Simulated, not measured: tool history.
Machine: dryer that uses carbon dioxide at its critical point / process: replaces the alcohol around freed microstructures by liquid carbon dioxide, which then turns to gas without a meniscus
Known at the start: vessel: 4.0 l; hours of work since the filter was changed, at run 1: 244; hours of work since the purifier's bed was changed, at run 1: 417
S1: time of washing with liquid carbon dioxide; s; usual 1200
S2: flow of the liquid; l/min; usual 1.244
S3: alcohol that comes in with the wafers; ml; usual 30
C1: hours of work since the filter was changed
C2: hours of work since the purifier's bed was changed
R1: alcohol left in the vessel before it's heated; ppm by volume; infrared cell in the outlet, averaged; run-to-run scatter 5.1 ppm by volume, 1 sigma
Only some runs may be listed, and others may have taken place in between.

run,day,S1,S2,S3,C1,C2,R1
1,0,1200,1.244,30,244,417,89
2,0.45,1200,1.244,64,252,425,156
3,0.796,1200,1.244,64,257,430,159
4,1.15,1200,0.88,30,263,436,281
5,1.629,1200,0.88,30,271,444,291
6,2.025,1200,0.88,30,278,451,279
7,2.383,1200,0.88,30,284,456,281
8,2.983,1200,1.244,74,293,466,188
9,3.358,1200,1.244,74,300,473,185
10,3.833,1440,1.244,74,307,480,81
11,4.108,720,1.244,74,312,485,1094
12,4.558,720,1.244,74,319,492,1108
13,5.104,720,1.244,21,328,501,333
14,5.558,720,1.244,21,336,509,349
15,5.912,1200,1.244,30,342,515,89
16,6.354,1200,1.244,30,349,522,92
17,6.625,1200,1.244,30,353,526,103
18,7.067,1200,1.244,30,361,534,92
19,7.667,1200,1.244,30,371,544,100
20,8.188,1200,1.244,30,379,552,110
21,8.688,1200,1.244,30,387,560,85
22,8.992,1200,1.244,30,392,565,93
23,9.554,1200,1.244,30,402,575,97
24,10.012,1200,1.244,30,409,582,99
25,10.442,900,1.09,93,416,589,1145
26,10.942,1560,1.95,46,425,598,35
27,11.442,1560,1.95,46,433,606,28
28,11.825,900,1.95,46,439,612,71
29,12.317,900,1.95,46,447,620,80
30,12.833,1080,0.99,30,456,629,308
31,13.392,1080,1.29,48,465,638,193
32,13.767,1080,1.29,48,471,644,200
33,14.296,1380,1.29,48,480,653,84
34,14.667,1800,1.244,99,486,659,58
35,15.258,1800,1.244,99,496,669,58
36,15.858,840,1.11,82,506,679,1227
37,16.396,840,1.11,82,515,687,1179
38,16.867,840,1.39,44,522,695,348
# day 17.238: inlet filter changed
39,17.529,1860,1,80,5,705,61
40,17.971,1020,1,80,12,713,690
41,18.288,1500,0.86,57,17,718,235
42,18.792,1200,1.56,30,26,726,51
43,19.367,1320,1.32,73,35,736,95
44,19.65,1740,1.21,20,40,740,40
45,20.104,1740,1.21,20,47,748,44
46,20.458,960,1.244,30,53,754,180

Branching from run 46: 4 alternative next runs. What would each branch give?
A,20.879,1140,1.244,51,60,761,?
B,20.879,960,1.06,31,60,761,?
C,20.879,1200,1.16,30,60,761,?
D,20.879,960,1.244,29,60,761,?

run,R1
A,144
B,288
C,108
D,165
With the hidden condition removed and each run's random variation left untouched, the same runs would have given:
run,R1
A,106
B,245
C,72
D,126
